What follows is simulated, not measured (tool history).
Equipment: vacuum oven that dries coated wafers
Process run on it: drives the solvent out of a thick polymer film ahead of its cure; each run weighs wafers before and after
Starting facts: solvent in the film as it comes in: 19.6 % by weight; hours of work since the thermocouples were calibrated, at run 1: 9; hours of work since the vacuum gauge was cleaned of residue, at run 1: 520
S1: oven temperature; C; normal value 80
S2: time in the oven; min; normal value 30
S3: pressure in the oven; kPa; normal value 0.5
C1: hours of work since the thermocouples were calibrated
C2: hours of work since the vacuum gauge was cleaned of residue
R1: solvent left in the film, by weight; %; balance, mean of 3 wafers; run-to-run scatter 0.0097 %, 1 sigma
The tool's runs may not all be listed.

| run | hour | S1 | S2 | S3 | C1 | C2 | R1 |
|---|---|---|---|---|---|---|---|
| 1 | 0 | 80 | 30 | 0.5 | 9 | 520 | 2.588 |
| 2 | 79.8 | 80 | 30 | 0.5 | 51 | 562 | 2.583 |
| 3 | 139.9 | 80 | 30 | 0.5 | 83 | 594 | 2.607 |
| 4 | 186 | 80 | 30 | 0.5 | 107 | 618 | 2.606 |
| 5 | 287.8 | 80 | 50 | 0.5 | 161 | 671 | 0.948 |
| 6 | 383.9 | 80 | 50 | 0.5 | 211 | 722 | 0.96 |
| 7 | 441.5 | 80 | 50 | 0.5 | 242 | 752 | 0.973 |
| 8 | 519.9 | 80 | 50 | 0.5 | 283 | 794 | 0.971 |
| 9 | 589.6 | 80 | 50 | 0.5 | 320 | 830 | 0.959 |
| 10 | 647.3 | 83 | 30 | 0.5 | 350 | 861 | 1.97 |
| 11 | 698.3 | 83 | 30 | 0.5 | 377 | 888 | 1.978 |
| 12 | 786.8 | 83 | 30 | 0.5 | 423 | 934 | 1.966 |
| 13 | 888.7 | 86 | 30 | 0.5 | 477 | 988 | 1.476 |
| 14 | 967 | 86 | 30 | 0.5 | 518 | 1029 | 1.456 |
| 15 | 1040.9 | 86 | 30 | 0.5 | 557 | 1068 | 1.465 |
| 16 | 1094.4 | 86 | 30 | 0.5 | 585 | 1096 | 1.453 |
| 17 | 1148.4 | 86 | 30 | 0.5 | 614 | 1125 | 1.464 |
| 18 | 1255 | 80 | 30 | 0.263 | 670 | 1181 | 2.446 |
| 19 | 1304 | 80 | 30 | 0.5 | 696 | 1206 | 2.559 |
| 20 | 1407.6 | 80 | 30 | 0.5 | 750 | 1261 | 2.545 |
| 21 | 1484.4 | 80 | 30 | 0.5 | 791 | 1301 | 2.563 |
| 22 | 1570.1 | 80 | 30 | 0.5 | 836 | 1347 | 2.535 |
| 23 | 1641 | 80 | 30 | 0.5 | 873 | 1384 | 2.537 |
| 24 | 1709.1 | 79 | 23 | 1.014 | 909 | 1420 | 4.273 |
|  | 1728.4 | vacuum gauge cleaned of residue and calibrated |
|  | 1808.1 | oven's thermocouples calibrated |
| 25 | 1820.6 | 89 | 30 | 1.779 | 7 | 47 | 1.462 |
| 26 | 1886.8 | 90 | 19 | 0.895 | 41 | 82 | 2.503 |
| 27 | 1973.2 | 72 | 20 | 0.755 | 87 | 128 | 6.95 |
| 28 | 2041.5 | 72 | 20 | 0.755 | 123 | 164 | 6.945 |
| 29 | 2087.9 | 88 | 25 | 1.862 | 147 | 188 | 2.147 |
| 30 | 2189.1 | 91 | 28 | 0.323 | 201 | 241 | 0.86 |
| 31 | 2254.5 | 73 | 18 | 0.421 | 235 | 276 | 7.072 |
| 32 | 2345.2 | 66 | 30 | 1.628 | 283 | 324 | 7.054 |
| 33 | 2422.2 | 89 | 17 | 0.777 | 323 | 364 | 3.165 |
| 34 | 2469.9 | 70 | 17 | 0.631 | 348 | 389 | 8.321 |
| 35 | 2545.4 | 83 | 30 | 0.596 | 388 | 429 | 1.921 |
| 36 | 2629.1 | 87 | 34 | 0.482 | 432 | 473 | 0.929 |
| 37 | 2676.1 | 92 | 52 | 0.291 | 457 | 498 | 0.169 |
| 38 | 2740.2 | 80 | 30 | 1.271 | 491 | 532 | 2.815 |
| 39 | 2823.7 | 72 | 30 | 0.952 | 535 | 576 | 4.729 |
| 40 | 2892 | 80 | 15 | 0.5 | 571 | 612 | 6.11 |
| 41 | 2992.1 | 85 | 26 | 1.11 | 623 | 664 | 2.264 |
| 42 | 3069.4 | 85 | 26 | 1.11 | 664 | 705 | 2.266 |
| 43 | 3174.1 | 67 | 23 | 0.902 | 719 | 760 | 7.686 |
| 44 | 3280.4 | 80 | 24 | 0.446 | 775 | 816 | 3.468 |
| 45 | 3368.5 | 77 | 30 | 1.225 | 822 | 862 | 3.479 |

Each row is a separate what-if for the run after 45, all from the same tool condition, not one after another. Results?
| A | 3446 | 86 | 25 | 1.36 | 862 | 903 | ? |
| B | 3446 | 77 | 48 | 1.225 | 862 | 903 | ? |
| C | 3446 | 91 | 32 | 0.5 | 862 | 903 | ? |
| D | 3446 | 82 | 30 | 1.225 | 862 | 903 | ? |

| run | R1 |
|---|---|
| A | 2.291 |
| B | 1.764 |
| C | 0.663 |
| D | 2.346 |
With no hidden state in the tool, these same runs would have given:
| run | R1 |
|---|---|
| A | 2.398 |
| B | 1.796 |
| C | 0.669 |
| D | 2.446 |
